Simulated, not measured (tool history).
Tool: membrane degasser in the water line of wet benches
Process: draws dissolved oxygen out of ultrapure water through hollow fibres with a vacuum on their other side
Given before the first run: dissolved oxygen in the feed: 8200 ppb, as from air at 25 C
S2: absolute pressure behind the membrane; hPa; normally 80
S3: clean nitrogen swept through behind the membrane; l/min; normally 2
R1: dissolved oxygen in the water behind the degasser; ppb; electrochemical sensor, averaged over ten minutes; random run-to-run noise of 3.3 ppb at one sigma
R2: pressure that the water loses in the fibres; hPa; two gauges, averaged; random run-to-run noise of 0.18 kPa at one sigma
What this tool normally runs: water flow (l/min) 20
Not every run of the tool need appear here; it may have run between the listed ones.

Run 1, hour 0: usual settings. Result: R1 331.6 ppb, R2 322.1 hPa.
At hour 56.6: vacuum gauge calibrated.
Run 2, hour 71.6: usual settings but water flow (l/min) 15. Result: R1 185.9 ppb, R2 244.2 hPa.
Run 3, hour 165.7: usual settings but water flow (l/min) 15. Result: R1 189.1 ppb, R2 243 hPa.
Run 4, hour 244.2: usual settings but water flow (l/min) 15. Result: R1 186.6 ppb, R2 241.5 hPa.
Run 5, hour 335.3: usual settings but water flow (l/min) 15, S2 108 hPa. Result: R1 236.3 ppb, R2 242.2 hPa.
Run 6, hour 426.8: usual settings but water flow (l/min) 31. Result: R1 706.6 ppb, R2 489.5 hPa.
Run 7, hour 498: usual settings but water flow (l/min) 31. Result: R1 713.3 ppb, R2 494.3 hPa.
Run 8, hour 577.2: usual settings but water flow (l/min) 31. Result: R1 706.9 ppb, R2 492 hPa.
Run 9, hour 678.2: usual settings but water flow (l/min) 31. Result: R1 710.3 ppb, R2 489.9 hPa.
Run 10, hour 753.2: usual settings. Result: R1 331.7 ppb, R2 314.8 hPa.
Run 11, hour 808: usual settings but water flow (l/min) 21. Result: R1 363.2 ppb, R2 330.6 hPa.
Run 12, hour 904.1: usual settings but water flow (l/min) 21, S2 80.6 hPa. Result: R1 360.6 ppb, R2 330.3 hPa.
At hour 949.4: seals of the vacuum lines changed.
Run 13, hour 967.8: usual settings but water flow (l/min) 21, S2 80.6 hPa. Result: R1 360.6 ppb, R2 331.4 hPa.
At hour 1031.2: gauge calibrated.
Run 14, hour 1074.2: usual settings but water flow (l/min) 21, S2 80.6 hPa, S3 5.4 l/min. Result: R1 295.8 ppb, R2 339.6 hPa.
Run 15, hour 1132.8: usual settings but water flow (l/min) 21, S2 80.6 hPa, S3 5.4 l/min. Result: R1 295.1 ppb, R2 335.6 hPa.
Run 16, hour 1179.8: usual settings. Result: R1 325 ppb, R2 322.1 hPa.
Run 17, hour 1230: usual settings. Result: R1 330.1 ppb, R2 320.7 hPa.
Run 18, hour 1285.6: usual settings but water flow (l/min) 18, S3 3.63 l/min. Result: R1 225.4 ppb, R2 289.1 hPa.
Run 19, hour 1353.8: usual settings but water flow (l/min) 18, S3 3.63 l/min. Result: R1 231.1 ppb, R2 287.7 hPa.
Run 20, hour 1460.1: usual settings but water flow (l/min) 18, S3 3.63 l/min. Result: R1 227.1 ppb, R2 290.4 hPa.
Run 21, hour 1505.5: usual settings but water flow (l/min) 22, S2 108.2 hPa. Result: R1 454.2 ppb, R2 350.2 hPa.
Run 22, hour 1593: usual settings but water flow (l/min) 22, S2 108.2 hPa. Result: R1 456.1 ppb, R2 350 hPa.
Run 23, hour 1685.1: usual settings but S2 72.2 hPa, S3 2.59 l/min. Result: R1 296.9 ppb, R2 316.6 hPa.
Run 24, hour 1748.9: usual settings but water flow (l/min) 17, S2 61.6 hPa, S3 2.03 l/min. Result: R1 205.7 ppb, R2 272.5 hPa.
Run 25, hour 1801.3: usual settings but water flow (l/min) 18, S2 146.1 hPa, S3 1.84 l/min. Result: R1 416.8 ppb, R2 283.5 hPa.
Run 26, hour 1846.4: usual settings but water flow (l/min) 17, S2 82.4 hPa, S3 4.2 l/min. Result: R1 197.2 ppb, R2 268.6 hPa.
Run 27, hour 1897.2: usual settings but water flow (l/min) 24, S2 169.4 hPa, S3 1.2 l/min. Result: R1 864.2 ppb, R2 380.1 hPa.
Run 28, hour 1984.2: usual settings but water flow (l/min) 24, S2 49 hPa, S3 1.2 l/min. Result: R1 403.9 ppb, R2 381.7 hPa.
At hour 2035.5: gauge calibrated.
Run 29, hour 2078: usual settings but water flow (l/min) 24, S2 49 hPa, S3 1.2 l/min. Result: R1 412.3 ppb, R2 389.8 hPa.
Run 30, hour 2140.5: usual settings but water flow (l/min) 24, S2 108.4 hPa, S3 2.09 l/min. Result: R1 533.7 ppb, R2 388.1 hPa.
Run 31, hour 2200.7: usual settings but water flow (l/min) 24, S2 108.4 hPa, S3 2.09 l/min. Result: R1 523.4 ppb, R2 388.8 hPa.

Forecast each of these 5 alternatives for the next run:
Run A, hour 2245.4: usual settings but water flow (l/min) 19, S2 68.4 hPa, S3 1.83 l/min. Result: R1 ?, R2 ?.
Run B, hour 2245.4: usual settings but water flow (l/min) 19, S2 124.3 hPa. Result: R1 ?, R2 ?.
Run C, hour 2245.4: usual settings but water flow (l/min) 26, S2 108.4 hPa, S3 2.73 l/min. Result: R1 ?, R2 ?.
Run D, hour 2245.4: usual settings but S2 194.7 hPa, S3 1.34 l/min. Result: R1 ?, R2 ?.
Run E, hour 2245.4: usual settings but water flow (l/min) 24, S2 108.4 hPa, S3 1.05 l/min. Result: R1 ?, R2 ?.

run     R1     R2
  A  279.8  305.4
  B  387.5  306.4
  C    558  414.2
  D  728.3  321.4
  E  690.1  384.4
Stripped of hidden state, with their random variation kept, the same runs would have yielded:
run     R1     R2
  A  279.1    307
  B  386.7    308
  C  556.9  416.4
  D  727.5  323.1
  E    689  386.5
